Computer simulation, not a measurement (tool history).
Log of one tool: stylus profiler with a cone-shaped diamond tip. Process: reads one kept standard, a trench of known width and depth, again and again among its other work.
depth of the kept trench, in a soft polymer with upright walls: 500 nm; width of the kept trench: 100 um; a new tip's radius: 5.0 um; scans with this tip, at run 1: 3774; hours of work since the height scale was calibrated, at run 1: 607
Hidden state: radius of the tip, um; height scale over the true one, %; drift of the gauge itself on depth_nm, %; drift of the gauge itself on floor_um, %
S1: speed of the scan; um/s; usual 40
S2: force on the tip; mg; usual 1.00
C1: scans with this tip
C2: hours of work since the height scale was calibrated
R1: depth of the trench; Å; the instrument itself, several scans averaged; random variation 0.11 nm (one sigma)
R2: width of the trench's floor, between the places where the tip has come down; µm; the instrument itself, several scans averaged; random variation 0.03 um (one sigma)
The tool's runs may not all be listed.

run,day,S1,S2,C1,C2,R1,R2
1,0.000,40,1.00,3774,607,5046.6,94.78
2,1.492,40,1.00,3913,630,5049.9,94.79
3,2.929,40,1.00,4047,651,5048.6,94.68
4,3.900,34,1.00,4137,666,5050.8,94.74
5,4.704,40,1.00,4212,678,5048.1,94.72
6,6.500,40,1.00,4379,705,5049.7,94.66
7,7.308,40,1.00,4455,717,5050.3,94.68
# day 7.467: height scale calibrated on a step standard
8,8.796,11,0.62,4591,20,5039.3,94.77
9,9.683,11,0.62,4674,33,5041.2,94.74
10,11.108,40,0.76,4807,55,5042.3,94.53
11,12.792,84,1.16,4963,80,5058.0,94.40
# day 12.988: height scale calibrated on a step standard, once more
12,13.729,84,1.16,5049,11,5045.5,94.42
13,15.192,84,1.16,5185,33,5044.9,94.38

5 ways to go on from here, each from the tool as it stands after run 13. What would each give?
A,15.988,11,0.99,5259,45,?,?
B,15.988,75,0.37,5259,45,?,?
C,15.988,16,1.68,5259,45,?,?
D,15.988,72,2.24,5259,45,?,?
E,15.988,29,1.51,5259,45,?,?

run,R1,R2
A,5039.6,94.70
B,5022.2,94.14
C,5059.9,94.75
D,5070.9,94.55
E,5055.0,94.61
Without the tool's hidden state the same runs would have given:
run,R1,R2
A,5039.8,95.58
B,5022.4,95.03
C,5060.1,95.63
D,5071.1,95.43
E,5055.2,95.50
